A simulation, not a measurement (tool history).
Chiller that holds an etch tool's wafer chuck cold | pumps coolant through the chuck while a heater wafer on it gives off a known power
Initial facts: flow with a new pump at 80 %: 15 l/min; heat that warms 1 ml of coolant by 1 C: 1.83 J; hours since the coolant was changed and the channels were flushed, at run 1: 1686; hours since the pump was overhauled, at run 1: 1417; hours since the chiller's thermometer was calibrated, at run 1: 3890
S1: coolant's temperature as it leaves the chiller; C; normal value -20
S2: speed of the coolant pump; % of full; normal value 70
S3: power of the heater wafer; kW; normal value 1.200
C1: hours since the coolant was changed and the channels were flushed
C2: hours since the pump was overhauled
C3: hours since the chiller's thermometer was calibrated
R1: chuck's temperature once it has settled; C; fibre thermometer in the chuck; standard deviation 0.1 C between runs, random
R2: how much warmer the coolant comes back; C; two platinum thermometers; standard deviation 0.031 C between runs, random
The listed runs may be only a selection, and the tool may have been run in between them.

run,hour,S1,S2,S3,C1,C2,C3,R1,R2
1,0.0,-20,70,1.200,1686,1417,3890,-8.5,3.18
# hour 13.2: chiller's thermometer calibrated
2,37.0,-20,70,1.200,1722,1453,24,-7.5,3.16
3,66.9,-22,70,1.200,1751,1483,54,-9.6,3.12
4,98.8,-12,70,1.200,1783,1515,86,0.5,3.11
5,122.3,-21,70,1.200,1807,1538,109,-8.6,3.11
6,149.1,-21,82,1.200,1834,1565,136,-10.0,2.71
7,173.2,-21,82,1.200,1858,1589,160,-10.0,2.74
8,206.3,-17,70,1.200,1891,1622,193,-4.3,3.18
9,223.8,-17,70,1.200,1908,1640,211,-4.3,3.20
10,242.0,-27,96,1.200,1927,1658,229,-17.4,2.27
11,268.7,-27,62,0.701,1953,1685,256,-19.0,2.06
12,292.4,-20,66,1.635,1977,1708,279,-1.9,4.57
13,330.1,-28,100,1.394,2015,1746,317,-16.9,2.60
14,364.2,-28,100,0.930,2049,1780,351,-20.7,1.80
15,400.5,-28,100,0.930,2085,1816,387,-20.5,1.71
16,430.9,-28,100,0.930,2115,1847,418,-20.7,1.76
17,451.2,-24,91,1.280,2136,1867,438,-13.0,2.62

For some of the steps in R1 from one run to the next: how much would appear even if the tool had no hidden state, given the settings, what came in and random variation, and how much remains for the hidden state plus any gauge scatter that the measured result and the result without hidden state don't share?
The hidden state here: heat passed by the chuck's channels, % of clean ones'; flow at a given pump speed, % of a new pump's; coolant's true temperature over the reading, C; drift of the gauge itself on chuck_c, C; drift of the gauge itself on warmer_back_c, C.
Run 11 -> 12: S1 -27 -> -20, S2 62 -> 66, S3 0.701 -> 1.635. R1 +17.1 C: hidden state +1.3, all else +15.8.

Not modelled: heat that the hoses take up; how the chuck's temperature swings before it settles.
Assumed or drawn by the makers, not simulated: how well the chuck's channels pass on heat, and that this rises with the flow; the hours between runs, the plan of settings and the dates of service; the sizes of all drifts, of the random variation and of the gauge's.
